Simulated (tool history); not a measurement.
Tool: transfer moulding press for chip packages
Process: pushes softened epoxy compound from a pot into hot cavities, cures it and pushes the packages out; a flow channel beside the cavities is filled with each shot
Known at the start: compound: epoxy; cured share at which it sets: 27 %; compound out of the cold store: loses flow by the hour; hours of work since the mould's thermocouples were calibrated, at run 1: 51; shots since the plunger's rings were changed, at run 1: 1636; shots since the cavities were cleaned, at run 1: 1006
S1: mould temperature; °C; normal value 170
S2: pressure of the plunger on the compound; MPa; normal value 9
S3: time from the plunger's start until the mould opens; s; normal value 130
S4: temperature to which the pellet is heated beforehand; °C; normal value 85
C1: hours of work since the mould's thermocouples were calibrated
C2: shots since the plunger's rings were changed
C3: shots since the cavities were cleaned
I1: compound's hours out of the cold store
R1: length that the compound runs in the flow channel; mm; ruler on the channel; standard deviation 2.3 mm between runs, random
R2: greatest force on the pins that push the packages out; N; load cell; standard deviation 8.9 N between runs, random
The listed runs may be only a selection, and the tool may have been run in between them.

run   hour   S1    S2   S3  S4  C1    C2    C3    I1   R1   R2
  1      0  170     9  130  85  51  1636  1006  25.5  554  747
  2      7  170     9  130  85  54  1681  1051  47.8  512  744
       9.9  -- cavities cleaned with cleaning compound and waxed
  3     14  170     9  130  85  56  1716    26  13.1  588  442
  4   19.4  170     9  130  85  58  1751    61    25  555  473
  5   25.5  170     9  130  85  61  1791   101  21.5  566  509
  6   31.1  170     9  130  85  63  1827   137  21.7  569  508
  7   40.4  170     9  130  85  67  1887   197  42.2  524  568
  8   44.5  170     9  125  85  69  1913   223  40.1  525  581
  9   48.9  170     9  125  85  71  1941   251  37.8  531  587
 10     53  170     9  125  85  72  1968   278  39.6  526  616
 11   62.2  170     9  125  85  76  2027   337    29  547  659
 12   68.3  170     9  125  85  79  2066   376  20.8  564  685
 13   75.1  170  7.25  110  85  82  2110   420  24.2  503  828
 14   83.6  170  7.25  110  85  85  2165   475   9.1  529  884
 15   89.3  174  8.95  130  84  88  2201   511    12  573  596
 16   97.7  170     9  149  90  91  2255   565  43.4  519  620
 17  104.1  170  9.47  124  88  94  2296   606  19.9  580  722
 18  108.4  170  9.47  124  88  96  2324   634     9  606  771
 19    115  172     9  130  85  99  2366   676  40.5  515  673

4 ways to go on from here, each from the tool as it stands after run 19. What would each give?
  A  121.7  163  10.74  162  85  101  2410  720  32.2   ?   ?
  B  121.7  172      9  134  75  101  2410  720  13.8   ?   ?
  C  121.7  172  10.37  130  85  101  2410  720  21.1   ?   ?
  D  121.7  172   7.84  142  85  101  2410  720  26.9   ?   ?

run   R1   R2
  A  613  754
  B  573  658
  C  602  683
  D  513  634
Take away the tool's hidden state, keep each run's random variation, and the runs would have read:
run   R1   R2
  A  627  418
  B  586  361
  C  616  380
  D  524  353

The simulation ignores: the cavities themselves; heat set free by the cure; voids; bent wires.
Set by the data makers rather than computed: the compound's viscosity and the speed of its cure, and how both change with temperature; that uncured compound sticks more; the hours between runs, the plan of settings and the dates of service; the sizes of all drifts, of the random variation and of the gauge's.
